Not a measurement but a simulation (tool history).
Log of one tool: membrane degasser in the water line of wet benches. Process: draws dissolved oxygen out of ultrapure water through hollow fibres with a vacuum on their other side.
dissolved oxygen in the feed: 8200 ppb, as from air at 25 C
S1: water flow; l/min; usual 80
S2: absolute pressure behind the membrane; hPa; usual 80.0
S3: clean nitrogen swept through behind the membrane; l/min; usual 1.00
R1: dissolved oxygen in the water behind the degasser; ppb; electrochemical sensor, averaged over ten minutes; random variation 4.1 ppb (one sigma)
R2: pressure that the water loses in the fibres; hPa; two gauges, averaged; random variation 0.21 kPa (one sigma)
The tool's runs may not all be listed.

run	hour	S1	S2	S3	R1	R2
1	0.0	80	80.0	1.00	604.6	477.1
2	97.8	80	80.0	1.00	606.2	475.8
3	247.1	80	80.0	1.00	609.7	476.2
4	335.3	80	80.0	1.00	608.0	473.8
5	402.9	80	80.0	1.00	608.2	477.7
6	548.5	54	80.0	1.00	464.7	320.9
7	612.2	80	80.0	1.00	606.0	474.0
8	733.5	80	80.0	1.00	611.6	469.4
9	877.1	80	80.0	1.00	616.2	470.8
10	967.9	80	80.0	1.00	602.9	470.7
11	1115.1	80	80.0	1.00	602.3	474.1
12	1185.4	80	80.0	1.00	608.9	476.7
13	1304.1	78	60.6	0.92	383.5	464.0
14	1436.4	93	80.0	2.77	326.7	549.3
15	1560.6	94	78.3	0.55	908.8	554.4
16	1716.7	80	157.0	1.28	1232.5	471.9
17	1785.8	49	171.6	0.88	1260.5	284.4
18	1870.1	50	52.4	0.82	225.4	294.9
19	1973.2	50	52.4	0.82	222.4	294.2
20	2111.0	50	52.4	0.82	221.9	292.9
# hour 2226.8: vacuum gauge calibrated
21	2243.9	80	60.8	1.00	370.5	466.9
22	2344.4	82	141.7	1.00	1311.9	482.9
23	2429.2	82	141.7	1.00	1313.1	479.2
24	2568.4	80	142.1	1.25	1139.8	469.5

Forecast each of these 3 alternatives for the next run:
A	2700.6	125	97.1	2.88	?	?
B	2700.6	80	108.5	1.00	?	?
C	2700.6	48	99.8	1.23	?	?

run	R1	R2
A	542.9	732.3
B	948.4	469.7
C	505.8	282.6
Without the tool's hidden state the same runs would have given:
run	R1	R2
A	542.6	743.1
B	948.3	476.6
C	505.7	286.7
